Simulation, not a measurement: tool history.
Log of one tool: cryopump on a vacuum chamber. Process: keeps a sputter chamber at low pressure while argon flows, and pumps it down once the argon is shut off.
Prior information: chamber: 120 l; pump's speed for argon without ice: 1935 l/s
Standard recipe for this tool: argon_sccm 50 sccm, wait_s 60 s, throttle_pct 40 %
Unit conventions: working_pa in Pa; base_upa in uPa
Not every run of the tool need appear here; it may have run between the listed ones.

run,day,argon_sccm,wait_s,throttle_pct,working_pa,base_upa
1,0.000,50,60,40,0.1144,1.51
2,1.562,50,60,40,0.1147,1.51
3,3.396,50,60,40,0.1147,1.55
4,5.183,50,225,40,0.1143,0.75
5,6.088,50,225,40,0.1136,0.73
6,7.967,50,60,21,0.2128,1.60
7,9.746,50,60,21,0.2140,1.55
8,11.562,51,60,40,0.1170,1.57
9,12.833,51,60,40,0.1176,1.58
10,13.671,42,120,33,0.1167,1.04
11,15.088,22,120,17,0.1159,1.04
12,16.842,100,21,16,0.5648,3.70
13,18.392,59,69,35,0.1540,1.50
14,19.883,59,69,35,0.1539,1.51
15,20.800,59,69,35,0.1547,1.43
16,21.975,59,69,35,0.1548,1.48
17,22.896,59,69,35,0.1551,1.54
18,24.658,59,69,35,0.1541,1.48

Some steps in working_pa between neighbouring runs. How much of each would the tool show without its hidden state too (settings, what came in, random variation), and how much is left for the hidden state, with any gauge scatter that isn't in both results?
Hidden state present: pump's speed, % of a pump's without ice; cold plate's temperature, K; leak into the chamber, uPa l/s; drift of the gauge itself on working_pa, %; drift of the gauge itself on base_upa, %.
Run 11 -> 12: argon_sccm 22 -> 100, wait_s 120 -> 21, throttle_pct 17 -> 16. working_pa +0.4489 Pa: hidden state +0.0097, all else +0.4392.
